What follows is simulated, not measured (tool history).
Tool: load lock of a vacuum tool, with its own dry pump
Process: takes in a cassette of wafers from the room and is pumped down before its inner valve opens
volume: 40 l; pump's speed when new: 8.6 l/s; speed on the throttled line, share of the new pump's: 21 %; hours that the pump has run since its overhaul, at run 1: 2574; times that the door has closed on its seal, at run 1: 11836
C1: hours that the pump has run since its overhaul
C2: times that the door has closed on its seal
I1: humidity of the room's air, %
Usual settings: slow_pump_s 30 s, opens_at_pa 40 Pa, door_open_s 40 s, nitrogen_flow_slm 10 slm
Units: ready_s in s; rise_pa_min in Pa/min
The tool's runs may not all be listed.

Run 1, hour 0: usual settings; C1 2574; C2 11836; I1 44. Result: ready_s 61.1 s, rise_pa_min 0.137 Pa/min.
Run 2, hour 100.8: usual settings; C1 2675; C2 11948; I1 45.2. Result: ready_s 61.3 s, rise_pa_min 0.148 Pa/min.
Run 3, hour 205: usual settings; C1 2779; C2 12064; I1 46.9. Result: ready_s 61.2 s, rise_pa_min 0.146 Pa/min.
Run 4, hour 334.2: usual settings but opens_at_pa 54 Pa; C1 2908; C2 12207; I1 43.9. Result: ready_s 59.9 s, rise_pa_min 0.142 Pa/min.
Run 5, hour 470.9: usual settings; C1 3045; C2 12359; I1 45.1. Result: ready_s 61.2 s, rise_pa_min 0.148 Pa/min.
Run 6, hour 627.7: usual settings; C1 3202; C2 12533; I1 46.5. Result: ready_s 61.3 s, rise_pa_min 0.146 Pa/min.
Run 7, hour 755.7: usual settings; C1 3330; C2 12675; I1 42.7. Result: ready_s 61 s, rise_pa_min 0.148 Pa/min.
Run 8, hour 864.3: usual settings; C1 3438; C2 12796; I1 45.7. Result: ready_s 62 s, rise_pa_min 0.15 Pa/min.
Run 9, hour 1027.8: usual settings; C1 3602; C2 12977; I1 41.5. Result: ready_s 61.1 s, rise_pa_min 0.151 Pa/min.
Run 10, hour 1159.4: usual settings; C1 3733; C2 13123; I1 46.5. Result: ready_s 61.1 s, rise_pa_min 0.161 Pa/min.
Run 11, hour 1258.7: usual settings; C1 3833; C2 13234; I1 48. Result: ready_s 62.4 s, rise_pa_min 0.153 Pa/min.
Run 12, hour 1409.8: usual settings; C1 3984; C2 13401; I1 45.4. Result: ready_s 62.1 s, rise_pa_min 0.158 Pa/min.
Run 13, hour 1476.4: usual settings but door_open_s 129 s; C1 4050; C2 13475; I1 47. Result: ready_s 61.7 s, rise_pa_min 0.195 Pa/min.
Run 14, hour 1559.9: usual settings but door_open_s 129 s; C1 4134; C2 13568; I1 43.5. Result: ready_s 61.6 s, rise_pa_min 0.18 Pa/min.
Run 15, hour 1643.9: usual settings but door_open_s 223 s; C1 4218; C2 13661; I1 43.4. Result: ready_s 62.7 s, rise_pa_min 0.198 Pa/min.
Run 16, hour 1735.5: usual settings but slow_pump_s 16 s, opens_at_pa 46 Pa; C1 4309; C2 13763; I1 48.3. Result: ready_s 50.5 s, rise_pa_min 0.17 Pa/min.

Forecast run 17:
Run 17, hour 1884.7: usual settings but slow_pump_s 16 s, opens_at_pa 46 Pa; C1 4459; C2 13929; I1 46.9. Result: ready_s ?, rise_pa_min ?.

ready_s: 50.6 s
rise_pa_min: 0.166 Pa/min
Without the tool's hidden state the same run would have given ready_s 48.6 s, rise_pa_min 0.047 Pa/min.
